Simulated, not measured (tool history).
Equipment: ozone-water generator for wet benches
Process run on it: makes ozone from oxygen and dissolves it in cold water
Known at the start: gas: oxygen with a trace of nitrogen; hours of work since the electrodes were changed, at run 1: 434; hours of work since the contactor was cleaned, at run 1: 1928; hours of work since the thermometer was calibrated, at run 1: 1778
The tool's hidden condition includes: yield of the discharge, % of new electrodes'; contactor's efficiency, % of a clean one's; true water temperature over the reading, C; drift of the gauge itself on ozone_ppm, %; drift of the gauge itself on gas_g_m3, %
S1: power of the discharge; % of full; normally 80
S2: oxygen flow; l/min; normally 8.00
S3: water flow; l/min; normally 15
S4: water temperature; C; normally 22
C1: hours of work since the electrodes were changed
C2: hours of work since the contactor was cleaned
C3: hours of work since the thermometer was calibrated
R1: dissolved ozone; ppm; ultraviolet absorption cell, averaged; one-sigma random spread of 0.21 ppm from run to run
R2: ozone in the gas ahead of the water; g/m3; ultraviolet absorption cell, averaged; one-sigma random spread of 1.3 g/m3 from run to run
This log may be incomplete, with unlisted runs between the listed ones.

Run 1, day 0.000: usual settings; C1 434; C2 1928; C3 1778. Result: R1 28.7 ppm, R2 241.0 g/m3.
Run 2, day 1.725: usual settings; C1 468; C2 1962; C3 1812. Result: R1 29.1 ppm, R2 240.5 g/m3.
Run 3, day 2.904: usual settings; C1 491; C2 1985; C3 1835. Result: R1 29.0 ppm, R2 239.0 g/m3.
Run 4, day 4.183: usual settings; C1 516; C2 2010; C3 1859. Result: R1 28.8 ppm, R2 240.4 g/m3.
Run 5, day 5.812: usual settings but S4 16 C; C1 547; C2 2042; C3 1891. Result: R1 32.4 ppm, R2 238.2 g/m3.
Run 6, day 7.375: usual settings but S4 16 C; C1 578; C2 2072; C3 1921. Result: R1 32.1 ppm, R2 238.9 g/m3.
Run 7, day 8.912: usual settings but S1 61 % of full; C1 608; C2 2102; C3 1951. Result: R1 24.8 ppm, R2 204.5 g/m3.
Run 8, day 10.533: usual settings but S4 19 C; C1 639; C2 2133; C3 1983. Result: R1 30.6 ppm, R2 240.0 g/m3.
Run 9, day 12.296: usual settings but S4 19 C; C1 673; C2 2168; C3 2017. Result: R1 30.0 ppm, R2 240.5 g/m3.
Run 10, day 13.829: usual settings but S3 19 l/min; C1 703; C2 2197; C3 2047. Result: R1 24.9 ppm, R2 238.8 g/m3.
Run 11, day 15.312: usual settings but S1 98 % of full; C1 732; C2 2226; C3 2076. Result: R1 31.9 ppm, R2 269.1 g/m3.
Run 12, day 16.383: usual settings but S4 21 C; C1 753; C2 2247; C3 2097. Result: R1 29.0 ppm, R2 238.5 g/m3.
Run 13, day 17.271: usual settings but S4 21 C; C1 770; C2 2264; C3 2114. Result: R1 29.3 ppm, R2 237.2 g/m3.
Run 14, day 18.538: usual settings but S4 21 C; C1 795; C2 2289; C3 2139. Result: R1 28.8 ppm, R2 235.9 g/m3.
Run 15, day 19.821: usual settings but S4 21 C; C1 820; C2 2314; C3 2164. Result: R1 28.9 ppm, R2 238.4 g/m3.
Run 16, day 21.188: usual settings but S4 21 C; C1 846; C2 2341; C3 2190. Result: R1 28.7 ppm, R2 238.4 g/m3.
Run 17, day 22.717: usual settings but S4 21 C; C1 876; C2 2370; C3 2220. Result: R1 29.1 ppm, R2 235.6 g/m3.
Run 18, day 24.467: usual settings but S4 21 C; C1 910; C2 2404; C3 2254. Result: R1 29.0 ppm, R2 235.1 g/m3.
Run 19, day 25.646: usual settings but S4 21 C; C1 933; C2 2427; C3 2277. Result: R1 28.8 ppm, R2 237.0 g/m3.
Run 20, day 26.625: usual settings but S2 6.51 l/min, S4 17 C; C1 952; C2 2446; C3 2296. Result: R1 33.6 ppm, R2 270.7 g/m3.
Run 21, day 27.871: usual settings but S2 6.51 l/min, S4 17 C; C1 976; C2 2471; C3 2320. Result: R1 32.8 ppm, R2 270.3 g/m3.
Run 22, day 29.517: usual settings but S1 56 % of full, S4 25 C; C1 1008; C2 2503; C3 2352. Result: R1 21.4 ppm, R2 191.5 g/m3.
Run 23, day 31.304: usual settings but S1 49 % of full, S2 10.02 l/min, S3 9 l/min, S4 17 C; C1 1043; C2 2537; C3 2387. Result: R1 28.1 ppm, R2 154.1 g/m3.
Run 24, day 32.462: usual settings but S1 49 % of full, S2 10.02 l/min, S3 9 l/min, S4 17 C; C1 1066; C2 2560; C3 2410. Result: R1 27.8 ppm, R2 153.1 g/m3.
Run 25, day 33.667: usual settings but S1 49 % of full, S2 10.02 l/min, S3 9 l/min, S4 17 C; C1 1089; C2 2583; C3 2433. Result: R1 28.2 ppm, R2 154.6 g/m3.
Run 26, day 35.217: usual settings but S1 86 % of full, S2 11.36 l/min, S3 17 l/min, S4 17 C; C1 1119; C2 2614; C3 2463. Result: R1 26.7 ppm, R2 191.1 g/m3.
Run 27, day 36.475: usual settings but S1 86 % of full, S2 11.30 l/min, S3 17 l/min; C1 1144; C2 2638; C3 2488. Result: R1 24.1 ppm, R2 191.8 g/m3.
Run 28, day 37.367: usual settings but S1 68 % of full, S2 5.51 l/min, S3 10 l/min, S4 14 C; C1 1161; C2 2655; C3 2505. Result: R1 41.9 ppm, R2 277.7 g/m3.
Run 29, day 38.767: usual settings but S1 51 % of full, S2 6.02 l/min; C1 1188; C2 2683; C3 2532. Result: R1 23.7 ppm, R2 221.1 g/m3.
Run 30, day 39.596: usual settings but S1 53 % of full, S4 16 C; C1 1204; C2 2699; C3 2548. Result: R1 24.8 ppm, R2 184.9 g/m3.
Run 31, day 40.429: usual settings but S2 4.26 l/min, S4 18 C; C1 1221; C2 2715; C3 2564. Result: R1 34.4 ppm, R2 358.3 g/m3.
Run 32, day 41.892: usual settings but S1 51 % of full, S2 5.64 l/min, S4 20 C; C1 1249; C2 2743; C3 2593. Result: R1 24.6 ppm, R2 233.0 g/m3.
Run 33, day 42.908: usual settings but S1 51 % of full, S2 5.64 l/min, S4 20 C; C1 1269; C2 2763; C3 2613. Result: R1 24.5 ppm, R2 232.4 g/m3.
Run 34, day 43.808: usual settings but S1 51 % of full, S2 5.64 l/min, S4 20 C; C1 1286; C2 2781; C3 2630. Result: R1 24.5 ppm, R2 230.7 g/m3.

Forecast each of these 3 alternatives for the next run:
Run A, day 45.488: usual settings but S1 84 % of full, S2 5.64 l/min, S3 16 l/min; C1 1319; C2 2813; C3 2663. Result: R1 ?, R2 ?.
Run B, day 45.488: usual settings but S2 4.12 l/min, S3 16 l/min; C1 1319; C2 2813; C3 2663. Result: R1 ?, R2 ?.
Run C, day 45.488: usual settings but S3 12 l/min; C1 1319; C2 2813; C3 2663. Result: R1 ?, R2 ?.

run    R1     R2
  A  29.9  305.6
  B  31.0  369.9
  C  31.0  234.1
Stripped of hidden state, with their random variation kept, the same runs would have yielded:
run    R1     R2
  A  33.1  320.5
  B  34.2  387.4
  C  34.2  245.2

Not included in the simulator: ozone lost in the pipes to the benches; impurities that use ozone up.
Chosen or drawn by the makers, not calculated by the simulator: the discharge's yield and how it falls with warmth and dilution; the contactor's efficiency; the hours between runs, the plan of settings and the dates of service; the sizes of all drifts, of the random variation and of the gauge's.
